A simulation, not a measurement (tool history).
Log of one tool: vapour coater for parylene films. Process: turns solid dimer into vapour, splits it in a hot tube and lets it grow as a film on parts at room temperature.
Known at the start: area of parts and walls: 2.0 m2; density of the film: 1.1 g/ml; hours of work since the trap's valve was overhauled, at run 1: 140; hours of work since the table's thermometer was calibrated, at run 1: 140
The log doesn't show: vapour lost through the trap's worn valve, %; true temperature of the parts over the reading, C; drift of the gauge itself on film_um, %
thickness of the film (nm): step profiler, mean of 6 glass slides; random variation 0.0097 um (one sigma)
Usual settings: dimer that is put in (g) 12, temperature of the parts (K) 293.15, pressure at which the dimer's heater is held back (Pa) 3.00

run,day,dimer that is put in (g),temperature of the parts (K),pressure at which the dimer's heater is held back (Pa),hours of work since the trap's valve was overhauled,hours of work since the table's thermometer was calibrated,thickness of the film (nm)
1,0.000,12,293.15,3.00,140,140,2829
2,2.429,12,293.15,3.00,184,184,2812
3,5.529,14,293.15,3.00,239,239,3275
4,7.088,14,300.15,3.00,267,267,2494
5,10.179,14,300.15,3.00,323,323,2476
6,11.692,14,300.15,3.00,350,350,2444
7,13.908,14,300.15,3.00,390,390,2450
8,15.521,14,300.15,3.00,419,419,2431
# day 16.204: trap's valve overhauled
9,17.354,12,295.15,6.40,21,449,2404
10,19.092,12,295.15,3.00,52,480,2716
11,20.800,12,295.15,3.00,83,511,2699
12,22.154,20,298.15,2.84,107,535,4052
13,25.200,16,292.15,8.16,162,590,3366
14,27.908,16,292.15,8.16,210,639,3369
15,31.125,16,292.15,8.16,268,697,3332
16,32.858,16,292.15,8.16,299,728,3321

Forecast each of these 4 alternatives for the next run:
A,35.196,12,293.15,3.71,342,770,?
B,35.196,6,295.15,8.16,342,770,?
C,35.196,14,292.15,5.13,342,770,?
D,35.196,12,293.15,3.00,342,770,?

run,thickness of the film (nm)
A,2731
B,1118
C,3128
D,2831
Without the tool's hidden state the same runs would have given:
run,thickness of the film (nm)
A,2802
B,1147
C,3210
D,2905
